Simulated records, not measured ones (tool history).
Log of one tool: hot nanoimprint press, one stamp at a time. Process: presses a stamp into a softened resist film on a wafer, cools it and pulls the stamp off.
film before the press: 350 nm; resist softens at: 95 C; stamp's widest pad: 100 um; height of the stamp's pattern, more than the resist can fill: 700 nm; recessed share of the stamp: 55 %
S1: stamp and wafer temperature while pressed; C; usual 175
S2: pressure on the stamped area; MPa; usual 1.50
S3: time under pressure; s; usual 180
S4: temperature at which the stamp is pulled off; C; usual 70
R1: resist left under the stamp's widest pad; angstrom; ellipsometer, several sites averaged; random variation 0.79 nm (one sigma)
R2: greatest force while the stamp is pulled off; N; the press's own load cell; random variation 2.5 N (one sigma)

run	hour	S1	S2	S3	S4	R1	R2
1	0.0	175	1.50	180	70	1823	114
2	19.4	175	1.50	180	70	1829	118
3	42.4	175	1.50	180	70	1819	110
4	86.9	175	1.50	180	70	1843	122
5	132.0	175	1.50	180	70	1841	123
6	171.1	175	1.25	180	70	1997	127
7	203.0	175	1.50	180	70	1861	133
8	239.2	175	1.50	180	68	1850	146
9	273.8	175	1.50	180	68	1862	142
10	293.8	175	1.50	180	68	1862	147
11	317.7	175	1.50	180	68	1861	148
12	353.3	175	1.50	180	57	1866	196
13	382.1	175	2.25	180	57	1545	193
# hour 389.2: plate thermocouple calibrated
14	427.5	183	1.50	180	70	1559	155
# hour 473.5: press's hydraulic seals changed and the load cell set to zero
15	473.5	175	1.77	183	70	1718	160
16	518.9	163	0.91	206	70	2771	153
# hour 536.8: plate thermocouple calibrated, once more
17	542.4	175	1.50	180	77	1773	124
18	585.3	175	1.50	180	77	1790	125
19	624.6	175	1.38	180	69	1855	167
20	672.5	175	1.38	180	69	1871	175

4 ways to go on from here, each from the tool as it stands after run 20. What would each give?
A	706.8	175	1.50	180	68	?	?
B	706.8	186	1.46	180	69	?	?
C	706.8	175	1.50	180	73	?	?
D	706.8	168	1.50	180	70	?	?

run	R1	R2
A	1801	182
B	1405	173
C	1817	156
D	2133	168
Without the tool's hidden state the same runs would have given:
run	R1	R2
A	1773	122
B	1384	115
C	1790	104
D	2101	112

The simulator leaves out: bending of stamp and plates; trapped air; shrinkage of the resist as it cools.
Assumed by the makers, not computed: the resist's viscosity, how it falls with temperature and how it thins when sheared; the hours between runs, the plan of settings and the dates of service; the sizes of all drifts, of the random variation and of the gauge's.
